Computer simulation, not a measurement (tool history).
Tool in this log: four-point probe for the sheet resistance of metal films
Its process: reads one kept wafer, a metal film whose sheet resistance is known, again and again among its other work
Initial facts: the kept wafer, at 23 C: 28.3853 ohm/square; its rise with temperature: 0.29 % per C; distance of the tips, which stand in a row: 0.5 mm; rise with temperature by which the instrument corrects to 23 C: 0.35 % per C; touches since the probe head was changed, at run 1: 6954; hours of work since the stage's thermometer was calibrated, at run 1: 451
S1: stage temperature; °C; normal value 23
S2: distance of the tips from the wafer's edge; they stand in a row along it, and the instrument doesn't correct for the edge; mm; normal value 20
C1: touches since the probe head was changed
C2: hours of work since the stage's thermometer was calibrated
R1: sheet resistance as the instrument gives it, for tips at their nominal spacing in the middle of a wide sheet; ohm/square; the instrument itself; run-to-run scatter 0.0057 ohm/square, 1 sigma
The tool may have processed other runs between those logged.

| run | day | S1 | S2 | C1 | C2 | R1 |
|---|---|---|---|---|---|---|
| 1 | 0.000 | 23 | 20 | 6954 | 451 | 28.394630 |
| 2 | 0.692 | 23 | 20 | 7504 | 458 | 28.401399 |
| 3 | 1.779 | 18 | 20 | 8372 | 469 | 28.465113 |
| 4 | 2.525 | 18 | 20 | 8963 | 476 | 28.474088 |
| 5 | 3.271 | 23 | 21 | 9558 | 484 | 28.377995 |
| 6 | 3.738 | 23 | 21 | 9930 | 488 | 28.392052 |
| 7 | 4.188 | 23 | 21 | 10289 | 493 | 28.393949 |
| 8 | 4.750 | 23 | 5 | 10735 | 498 | 28.527511 |
| 9 | 5.725 | 23 | 20 | 11511 | 508 | 28.388825 |
| 10 | 6.738 | 23 | 20 | 12319 | 518 | 28.383199 |
| 11 | 7.621 | 18 | 46 | 13021 | 527 | 28.457646 |
|  | 7.717 | stage's thermometer calibrated |
| 12 | 8.421 | 18 | 8 | 13641 | 7 | 28.516285 |
| 13 | 9.033 | 18 | 22 | 14128 | 13 | 28.456065 |
|  | 9.354 | stage's thermometer calibrated, once more |
| 14 | 9.700 | 18 | 13 | 14645 | 3 | 28.479385 |
| 15 | 10.788 | 18 | 13 | 15510 | 14 | 28.478476 |
| 16 | 11.617 | 33 | 20 | 16171 | 23 | 28.239726 |
| 17 | 12.225 | 31 | 27 | 16653 | 29 | 28.256690 |
| 18 | 12.975 | 23 | 27 | 17252 | 36 | 28.390570 |
| 19 | 13.558 | 22 | 5 | 17714 | 42 | 28.539237 |

Consider 5 possible next runs. They are alternatives, not a sequence: every one starts from the tool as it was left by run 19. What does each give?
| A | 14.212 | 25 | 7 | 18236 | 49 | ? |
| B | 14.212 | 21 | 8 | 18236 | 49 | ? |
| C | 14.212 | 18 | 3 | 18236 | 49 | ? |
| D | 14.212 | 30 | 5 | 18236 | 49 | ? |
| E | 14.212 | 18 | 14 | 18236 | 49 | ? |

| run | R1 |
|---|---|
| A | 28.421513 |
| B | 28.468827 |
| C | 28.871830 |
| D | 28.437624 |
| E | 28.482672 |
What these runs would have given with no unlogged condition in the tool:
| run | R1 |
|---|---|
| A | 28.431902 |
| B | 28.479239 |
| C | 28.882384 |
| D | 28.448011 |
| E | 28.493095 |
